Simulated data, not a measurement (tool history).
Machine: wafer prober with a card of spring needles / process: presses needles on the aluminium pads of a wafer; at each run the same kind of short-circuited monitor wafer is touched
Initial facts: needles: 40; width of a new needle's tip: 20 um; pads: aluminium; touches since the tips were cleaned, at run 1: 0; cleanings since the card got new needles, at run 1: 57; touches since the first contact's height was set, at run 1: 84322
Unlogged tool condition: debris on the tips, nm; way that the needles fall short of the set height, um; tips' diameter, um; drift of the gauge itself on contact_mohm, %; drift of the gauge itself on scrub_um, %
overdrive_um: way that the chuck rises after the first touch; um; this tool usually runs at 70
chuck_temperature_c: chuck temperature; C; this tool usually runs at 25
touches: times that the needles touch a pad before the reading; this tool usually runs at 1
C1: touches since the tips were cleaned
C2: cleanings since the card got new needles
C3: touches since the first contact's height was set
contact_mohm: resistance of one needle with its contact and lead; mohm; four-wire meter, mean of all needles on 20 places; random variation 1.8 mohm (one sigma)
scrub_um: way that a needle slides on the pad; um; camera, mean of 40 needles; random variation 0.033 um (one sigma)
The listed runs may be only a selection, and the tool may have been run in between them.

{"run": 1, "hour": 0.0, "overdrive_um": 70, "chuck_temperature_c": 25, "touches": 1, "C1": 0, "C2": 57, "C3": 84322, "contact_mohm": 197, "scrub_um": 9.39}
{"hour": 17.6, "done": "tips cleaned on abrasive film"}
{"run": 2, "hour": 29.6, "overdrive_um": 52, "chuck_temperature_c": 25, "touches": 1, "C1": 5585, "C2": 58, "C3": 97977, "contact_mohm": 340, "scrub_um": 6.94}
{"hour": 35.2, "done": "tips cleaned on abrasive film"}
{"hour": 53.2, "done": "tips cleaned on abrasive film"}
{"run": 3, "hour": 60.2, "overdrive_um": 52, "chuck_temperature_c": 25, "touches": 1, "C1": 3268, "C2": 60, "C3": 112036, "contact_mohm": 311, "scrub_um": 6.85}
{"hour": 69.5, "done": "tips cleaned on abrasive film"}
{"run": 4, "hour": 76.3, "overdrive_um": 52, "chuck_temperature_c": 25, "touches": 1, "C1": 3163, "C2": 61, "C3": 119445, "contact_mohm": 314, "scrub_um": 6.86}
{"hour": 85.3, "done": "tips cleaned on abrasive film"}
{"hour": 103.1, "done": "tips cleaned on abrasive film"}
{"run": 5, "hour": 107.9, "overdrive_um": 70, "chuck_temperature_c": 31, "touches": 1, "C1": 2229, "C2": 63, "C3": 133966, "contact_mohm": 243, "scrub_um": 9.4}
{"hour": 118.8, "done": "tips cleaned on abrasive film"}
{"run": 6, "hour": 125.9, "overdrive_um": 69, "chuck_temperature_c": 41, "touches": 2, "C1": 3306, "C2": 64, "C3": 142223, "contact_mohm": 236, "scrub_um": 9.2}
{"hour": 134.4, "done": "tips cleaned on abrasive film"}
{"run": 7, "hour": 139.1, "overdrive_um": 68, "chuck_temperature_c": 41, "touches": 2, "C1": 2156, "C2": 65, "C3": 148283, "contact_mohm": 223, "scrub_um": 9.03}
{"hour": 150.1, "done": "tips cleaned on abrasive film"}
{"hour": 166.5, "done": "tips cleaned on abrasive film"}
{"run": 8, "hour": 169.5, "overdrive_um": 65, "chuck_temperature_c": 41, "touches": 2, "C1": 1380, "C2": 67, "C3": 162227, "contact_mohm": 219, "scrub_um": 8.58}
{"hour": 183.7, "done": "tips cleaned on abrasive film"}
{"run": 9, "hour": 196.1, "overdrive_um": 65, "chuck_temperature_c": 41, "touches": 1, "C1": 5719, "C2": 68, "C3": 174507, "contact_mohm": 294, "scrub_um": 8.55}
{"hour": 200.4, "done": "tips cleaned on abrasive film"}
{"hour": 217.5, "done": "tips cleaned on abrasive film"}
{"run": 10, "hour": 223.4, "overdrive_um": 68, "chuck_temperature_c": 53, "touches": 1, "C1": 2715, "C2": 70, "C3": 187017, "contact_mohm": 257, "scrub_um": 8.95}

Forecast each of these 3 alternatives for the next run:
{"hour": 235.6, "done": "tips cleaned on abrasive film"}
{"hour": 240.5, "done": "height of the first contact set anew"}
{"run": "A", "hour": 246.7, "overdrive_um": 70, "chuck_temperature_c": 28, "touches": 1, "C1": 5002, "C2": 71, "C3": 2891, "contact_mohm": "?", "scrub_um": "?"}
{"hour": 235.6, "done": "tips cleaned on abrasive film"}
{"hour": 240.5, "done": "height of the first contact set anew"}
{"run": "B", "hour": 246.7, "overdrive_um": 70, "chuck_temperature_c": 91, "touches": 1, "C1": 5002, "C2": 71, "C3": 2891, "contact_mohm": "?", "scrub_um": "?"}
{"hour": 235.6, "done": "tips cleaned on abrasive film"}
{"hour": 240.5, "done": "height of the first contact set anew"}
{"run": "C", "hour": 246.7, "overdrive_um": 61, "chuck_temperature_c": 109, "touches": 2, "C1": 5002, "C2": 71, "C3": 2891, "contact_mohm": "?", "scrub_um": "?"}

run=A contact_mohm=270 scrub_um=9.64
run=B contact_mohm=275 scrub_um=9.61
run=C contact_mohm=260 scrub_um=8.37
Take away the tool's hidden state, keep each run's random variation, and the runs would have read:
run=A contact_mohm=186 scrub_um=9.64
run=B contact_mohm=199 scrub_um=9.61
run=C contact_mohm=204 scrub_um=8.37
